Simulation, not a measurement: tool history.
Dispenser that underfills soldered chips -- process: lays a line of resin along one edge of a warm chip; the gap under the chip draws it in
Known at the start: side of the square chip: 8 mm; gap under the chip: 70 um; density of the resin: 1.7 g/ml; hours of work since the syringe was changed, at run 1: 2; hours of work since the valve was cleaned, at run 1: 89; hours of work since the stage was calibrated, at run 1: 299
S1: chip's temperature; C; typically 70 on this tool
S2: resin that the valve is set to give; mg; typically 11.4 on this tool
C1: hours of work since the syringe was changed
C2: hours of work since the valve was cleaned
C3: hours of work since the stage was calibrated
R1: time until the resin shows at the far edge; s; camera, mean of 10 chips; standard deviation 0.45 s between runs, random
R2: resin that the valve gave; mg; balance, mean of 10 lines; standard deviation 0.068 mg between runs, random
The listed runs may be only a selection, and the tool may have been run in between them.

{"run": 1, "hour": 0.0, "S1": 70, "S2": 11.4, "C1": 2, "C2": 89, "C3": 299, "R1": 34.7, "R2": 10.41}
{"run": 2, "hour": 8.1, "S1": 60, "S2": 11.4, "C1": 8, "C2": 95, "C3": 305, "R1": 61.5, "R2": 10.38}
{"hour": 10.6, "done": "new syringe of resin"}
{"hour": 12.6, "done": "dispensing valve cleaned and set on the balance"}
{"run": 3, "hour": 18.4, "S1": 70, "S2": 11.8, "C1": 5, "C2": 4, "C3": 312, "R1": 37.9, "R2": 11.65}
{"hour": 26.0, "done": "new syringe of resin"}
{"run": 4, "hour": 29.7, "S1": 70, "S2": 11.4, "C1": 3, "C2": 12, "C3": 320, "R1": 34.0, "R2": 11.27}
{"hour": 40.0, "done": "new syringe of resin"}
{"run": 5, "hour": 40.0, "S1": 70, "S2": 11.4, "C1": 0, "C2": 19, "C3": 327, "R1": 32.3, "R2": 11.25}
{"run": 6, "hour": 48.2, "S1": 85, "S2": 11.4, "C1": 6, "C2": 25, "C3": 333, "R1": 23.4, "R2": 11.06}
{"hour": 54.2, "done": "new syringe of resin"}
{"run": 7, "hour": 55.3, "S1": 80, "S2": 13.2, "C1": 1, "C2": 30, "C3": 338, "R1": 22.3, "R2": 12.76}
{"run": 8, "hour": 67.1, "S1": 72, "S2": 10.0, "C1": 9, "C2": 39, "C3": 346, "R1": 41.6, "R2": 9.54}
{"hour": 68.5, "done": "new syringe of resin"}
{"run": 9, "hour": 76.3, "S1": 67, "S2": 11.0, "C1": 6, "C2": 45, "C3": 353, "R1": 44.4, "R2": 10.5}
{"hour": 83.1, "done": "new syringe of resin"}
{"run": 10, "hour": 83.7, "S1": 67, "S2": 14.6, "C1": 0, "C2": 50, "C3": 358, "R1": 34.8, "R2": 13.81}
{"run": 11, "hour": 94.8, "S1": 67, "S2": 14.6, "C1": 8, "C2": 58, "C3": 366, "R1": 45.3, "R2": 13.74}
{"hour": 97.7, "done": "new syringe of resin"}
{"run": 12, "hour": 107.5, "S1": 67, "S2": 14.6, "C1": 7, "C2": 67, "C3": 375, "R1": 43.4, "R2": 13.53}

The logged runs with the hidden state left out (each run's random variation unchanged):
The hidden state here: resin's viscosity, % of fresh resin's; dose that the valve gives, % of what is set; true chip temperature over the reading, C; drift of the gauge itself on fill_s, %; drift of the gauge itself on given_mg, %.
run=1 R1=34.1 R2=11.41
run=2 R1=49.9 R2=11.46
run=3 R1=34.2 R2=11.72
run=4 R1=33.0 R2=11.44
run=5 R1=33.7 R2=11.52
run=6 R1=20.1 R2=11.39
run=7 R1=23.0 R2=13.21
run=8 R1=32.2 R2=9.96
run=9 R1=39.2 R2=11.04
run=10 R1=36.8 R2=14.61
run=11 R1=37.0 R2=14.65
run=12 R1=37.2 R2=14.57
